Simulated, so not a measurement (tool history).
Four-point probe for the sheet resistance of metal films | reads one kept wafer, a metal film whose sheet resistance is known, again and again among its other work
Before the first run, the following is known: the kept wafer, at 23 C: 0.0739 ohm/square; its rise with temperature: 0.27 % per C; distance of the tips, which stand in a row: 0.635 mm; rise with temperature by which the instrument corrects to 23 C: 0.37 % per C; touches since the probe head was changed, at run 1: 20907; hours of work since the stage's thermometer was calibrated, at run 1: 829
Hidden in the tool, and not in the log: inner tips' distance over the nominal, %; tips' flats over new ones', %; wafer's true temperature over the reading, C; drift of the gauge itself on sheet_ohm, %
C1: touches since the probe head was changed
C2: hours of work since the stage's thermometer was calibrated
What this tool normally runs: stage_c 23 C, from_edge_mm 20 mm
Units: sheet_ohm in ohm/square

run 1 day=0 | stage_c=23 from_edge_mm=20 | C1=20907 C2=829 | sheet_ohm=0.073929
run 2 day=2.462 | stage_c=20 from_edge_mm=20 | C1=21743 C2=862 | sheet_ohm=0.074175
run 3 day=4.679 | stage_c=20 from_edge_mm=20 | C1=22496 C2=892 | sheet_ohm=0.07417
run 4 day=6.904 | stage_c=20 from_edge_mm=20 | C1=23250 C2=922 | sheet_ohm=0.074153
run 5 day=8.533 | stage_c=20 from_edge_mm=20 | C1=23803 C2=944 | sheet_ohm=0.074168
run 6 day=9.688 | stage_c=23 from_edge_mm=20 | C1=24194 C2=960 | sheet_ohm=0.073987
run 7 day=11.642 | stage_c=23 from_edge_mm=20 | C1=24858 C2=986 | sheet_ohm=0.073952
run 8 day=12.646 | stage_c=23 from_edge_mm=20 | C1=25199 C2=1000 | sheet_ohm=0.073933
run 9 day=14.146 | stage_c=23 from_edge_mm=20 | C1=25708 C2=1020 | sheet_ohm=0.073926
run 10 day=15.921 | stage_c=23 from_edge_mm=20 | C1=26311 C2=1044 | sheet_ohm=0.073959
run 11 day=17.733 | stage_c=23 from_edge_mm=20 | C1=26926 C2=1068 | sheet_ohm=0.073958
run 12 day=19.546 | stage_c=22 from_edge_mm=20 | C1=27540 C2=1092 | sheet_ohm=0.074003
run 13 day=21.142 | stage_c=22 from_edge_mm=20 | C1=28082 C2=1114 | sheet_ohm=0.074007
run 14 day=22.733 | stage_c=22 from_edge_mm=20 | C1=28623 C2=1135 | sheet_ohm=0.074048
run 15 day=24.929 | stage_c=22 from_edge_mm=27 | C1=29367 C2=1165 | sheet_ohm=0.073997
run 16 day=27.35 | stage_c=22 from_edge_mm=27 | C1=30189 C2=1197 | sheet_ohm=0.074028
run 17 day=28.517 | stage_c=27 from_edge_mm=29 | C1=30585 C2=1213 | sheet_ohm=0.073624
run 18 day=29.925 | stage_c=26 from_edge_mm=7 | C1=31063 C2=1232 | sheet_ohm=0.074018
run 19 day=31.654 | stage_c=26 from_edge_mm=7 | C1=31649 C2=1255 | sheet_ohm=0.074025
run 20 day=32.65 | stage_c=20 from_edge_mm=13 | C1=31988 C2=1269 | sheet_ohm=0.074234
run 21 day=34.879 | stage_c=20 from_edge_mm=9 | C1=32744 C2=1299 | sheet_ohm=0.074329

What does the tool deliver on the next run?
run 22 day=36.05 | stage_c=22 from_edge_mm=4 | C1=33141 C2=1315 | sheet_ohm=?

{"run 22": {"sheet_ohm": 0.074977}}
If the tool had no hidden condition, the same run with the same run-to-run variation would have returned sheet_ohm 0.074974 ohm/square.
